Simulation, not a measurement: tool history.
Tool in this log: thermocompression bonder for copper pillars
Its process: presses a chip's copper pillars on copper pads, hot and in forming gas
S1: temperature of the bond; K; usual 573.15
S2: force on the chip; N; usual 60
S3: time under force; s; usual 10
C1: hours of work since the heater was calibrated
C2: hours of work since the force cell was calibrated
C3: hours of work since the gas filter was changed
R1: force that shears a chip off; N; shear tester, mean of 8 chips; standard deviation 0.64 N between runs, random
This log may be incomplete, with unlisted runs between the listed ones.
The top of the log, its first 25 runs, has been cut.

{"run": 26, "hour": 897.1, "S1": 546.15, "S2": 78, "S3": 21, "C1": 739, "C2": 656, "C3": 109, "R1": 46.6}
{"run": 27, "hour": 934.9, "S1": 576.15, "S2": 44, "S3": 10, "C1": 761, "C2": 678, "C3": 132, "R1": 32.1}
{"hour": 956.3, "done": "forming gas filter changed"}
{"run": 28, "hour": 978.5, "S1": 603.15, "S2": 42, "S3": 10, "C1": 786, "C2": 703, "C3": 13, "R1": 39.9}
{"run": 29, "hour": 1010.6, "S1": 603.15, "S2": 49, "S3": 9, "C1": 805, "C2": 722, "C3": 32, "R1": 41.8}
{"run": 30, "hour": 1033.7, "S1": 599.15, "S2": 63, "S3": 7, "C1": 819, "C2": 735, "C3": 45, "R1": 44.6}
{"run": 31, "hour": 1073.0, "S1": 599.15, "S2": 63, "S3": 7, "C1": 842, "C2": 759, "C3": 69, "R1": 44.6}
{"run": 32, "hour": 1105.1, "S1": 553.15, "S2": 87, "S3": 12, "C1": 861, "C2": 777, "C3": 87, "R1": 46.5}
{"run": 33, "hour": 1155.5, "S1": 587.15, "S2": 60, "S3": 7, "C1": 890, "C2": 807, "C3": 117, "R1": 37.2}
{"run": 34, "hour": 1177.0, "S1": 587.15, "S2": 60, "S3": 7, "C1": 903, "C2": 820, "C3": 130, "R1": 36.0}
{"hour": 1202.0, "done": "forming gas filter changed"}
{"run": 35, "hour": 1219.4, "S1": 587.15, "S2": 60, "S3": 7, "C1": 928, "C2": 844, "C3": 10, "R1": 40.0}
{"run": 36, "hour": 1260.1, "S1": 600.15, "S2": 60, "S3": 8, "C1": 951, "C2": 868, "C3": 34, "R1": 45.1}
{"run": 37, "hour": 1311.3, "S1": 582.15, "S2": 51, "S3": 9, "C1": 982, "C2": 898, "C3": 64, "R1": 35.7}
{"run": 38, "hour": 1342.0, "S1": 582.15, "S2": 51, "S3": 23, "C1": 1000, "C2": 916, "C3": 82, "R1": 49.4}

3 ways to go on from here, each from the tool as it stands after run 38. What would each give?
{"run": "A", "hour": 1387.5, "S1": 582.15, "S2": 73, "S3": 10, "C1": 1026, "C2": 943, "C3": 109, "R1": "?"}
{"run": "B", "hour": 1387.5, "S1": 573.15, "S2": 83, "S3": 10, "C1": 1026, "C2": 943, "C3": 109, "R1": "?"}
{"run": "C", "hour": 1387.5, "S1": 582.15, "S2": 58, "S3": 14, "C1": 1026, "C2": 943, "C3": 109, "R1": "?"}

run=A R1=47.1
run=B R1=48.5
run=C R1=44.9
Without the tool's unlogged condition, the same runs would have read:
run=A R1=49.3
run=B R1=50.7
run=C R1=47.0
